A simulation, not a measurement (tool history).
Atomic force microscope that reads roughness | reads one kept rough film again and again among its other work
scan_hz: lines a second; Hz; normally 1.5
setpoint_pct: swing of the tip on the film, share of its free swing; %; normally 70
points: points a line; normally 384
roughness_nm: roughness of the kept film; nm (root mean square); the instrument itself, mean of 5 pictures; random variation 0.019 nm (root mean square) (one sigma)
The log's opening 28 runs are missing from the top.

run	day	scan_hz	setpoint_pct	points	roughness_nm
29	38.821	3.8	65	389	4.444
30	39.621	1.44	74	389	4.558
31	41.554	1.44	74	389	4.562
32	42.842	0.69	70	384	4.71
# day 43.921: new tip fitted
33	44.158	0.69	70	384	4.736
34	46.025	1.5	64	384	4.679
35	47.667	2.17	70	647	4.515
36	49.221	2.17	70	647	4.529
37	50.65	2.17	70	647	4.526
38	52.1	2.17	70	647	4.531
39	53.233	1.19	70	520	4.68
# day 53.688: new tip fitted
40	55.05	1.5	63	384	4.674
41	56.475	2.04	80	319	4.318
42	58.2	2.04	80	319	4.311
43	59.496	2.04	80	319	4.344
44	61.204	2.04	80	319	4.317
45	62.004	2.04	80	319	4.307
46	63.346	0.58	62	384	4.756
# day 63.546: new tip fitted
47	65.292	0.61	70	476	4.779
48	66.454	0.93	81	591	4.584
49	67.538	0.93	81	591	4.609
50	69.496	0.93	85	591	4.557
51	70.642	0.7	85	591	4.629
52	71.492	0.56	78	384	4.68
# day 73.375: new tip fitted
53	73.421	1.62	81	674	4.446

4 ways to go on from here, each from the tool as it stands after run 53. What would each give?
A	74.679	1.5	70	371	?
B	74.679	1.62	81	583	?
C	74.679	1.45	66	674	?
D	74.679	1.8	81	259	?

run	roughness_nm
A	4.626
B	4.416
C	4.667
D	4.362
Without the tool's unlogged condition, the same runs would have read:
run	roughness_nm
A	4.629
B	4.42
C	4.67
D	4.366

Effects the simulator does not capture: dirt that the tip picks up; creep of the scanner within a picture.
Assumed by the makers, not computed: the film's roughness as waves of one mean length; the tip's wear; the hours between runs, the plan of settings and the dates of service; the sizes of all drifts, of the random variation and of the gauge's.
